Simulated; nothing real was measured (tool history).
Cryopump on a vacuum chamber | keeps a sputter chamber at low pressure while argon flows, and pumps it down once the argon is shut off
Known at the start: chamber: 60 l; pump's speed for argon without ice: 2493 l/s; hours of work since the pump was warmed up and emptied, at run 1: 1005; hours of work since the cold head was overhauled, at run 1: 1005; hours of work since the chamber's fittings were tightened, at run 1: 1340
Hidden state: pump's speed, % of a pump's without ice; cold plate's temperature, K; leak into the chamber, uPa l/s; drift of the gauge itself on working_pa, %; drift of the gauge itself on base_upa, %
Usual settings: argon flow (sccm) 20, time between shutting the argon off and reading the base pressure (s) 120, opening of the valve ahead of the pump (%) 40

run   hour  argon flow (sccm)  time between shutting the argon off and reading the base pressure (s)  opening of the valve ahead of the pump (%)  hours of work since the pump was warmed up and emptied  hours of work since the cold head was overhauled  hours of work since the chamber's fittings were tightened  pressure while argon flows (Pa)  pressure after the wait (uPa)
  1    0.0                 20                                                                    120                                          40                                                    1005                                              1005                                                       1340                           0.0379                           0.74
  2   48.4                 20                                                                    120                                          40                                                    1025                                              1025                                                       1361                           0.0380                           0.80
  3   88.6                 20                                                                    121                                          40                                                    1043                                              1043                                                       1378                           0.0376                           0.74
  4  142.8                 20                                                                    121                                          40                                                    1066                                              1066                                                       1401                           0.0384                           0.78
  5  209.4                 20                                                                    121                                          40                                                    1094                                              1094                                                       1430                           0.0382                           0.79
  6  244.5                 20                                                                    121                                          40                                                    1109                                              1109                                                       1445                           0.0378                           0.81
  7  283.6                 20                                                                    121                                          40                                                    1126                                              1126                                                       1462                           0.0379                           0.81
     352.6  -- pump warmed up, emptied and cooled again
  8  369.7                 20                                                                    120                                          39                                                       7                                              1161                                                       1496                           0.0353                           0.64
  9  431.2                 20                                                                    121                                          16                                                      34                                              1187                                                       1523                           0.0853                           0.67
 10  472.5                 39                                                                     28                                          25                                                      51                                              1205                                                       1540                           0.1075                           1.04
 11  558.2                 28                                                                    257                                          18                                                      88                                              1241                                                       1577                           0.1058                           0.65
 12  628.3                 24                                                                    255                                          40                                                     118                                              1271                                                       1607                           0.0413                           0.65
 13  700.5                 24                                                                    255                                          40                                                     149                                              1302                                                       1638                           0.0420                           0.69
 14  773.3                 10                                                                    120                                          40                                                     180                                              1333                                                       1669                           0.0169                           0.72
 15  840.8                 28                                                                    120                                          50                                                     209                                              1362                                                       1698                           0.0398                           0.76

Forecast each of these 3 alternatives for the next run:
  A  916.5                 20                                                                    120                                          50                                                     241                                              1395                                                       1730                                ?                              ?
  B  916.5                 28                                                                     80                                          59                                                     241                                              1395                                                       1730                                ?                              ?
  C  916.5                 28                                                                     22                                          43                                                     241                                              1395                                                       1730                                ?                              ?

run  pressure while argon flows (Pa)  pressure after the wait (uPa)
  A                           0.0282                           0.76
  B                           0.0339                           0.80
  C                           0.0458                           1.24
Without the tool's hidden state the same runs would have given:
run  pressure while argon flows (Pa)  pressure after the wait (uPa)
  A                           0.0272                           0.23
  B                           0.0325                           0.27
  C                           0.0444                           0.71
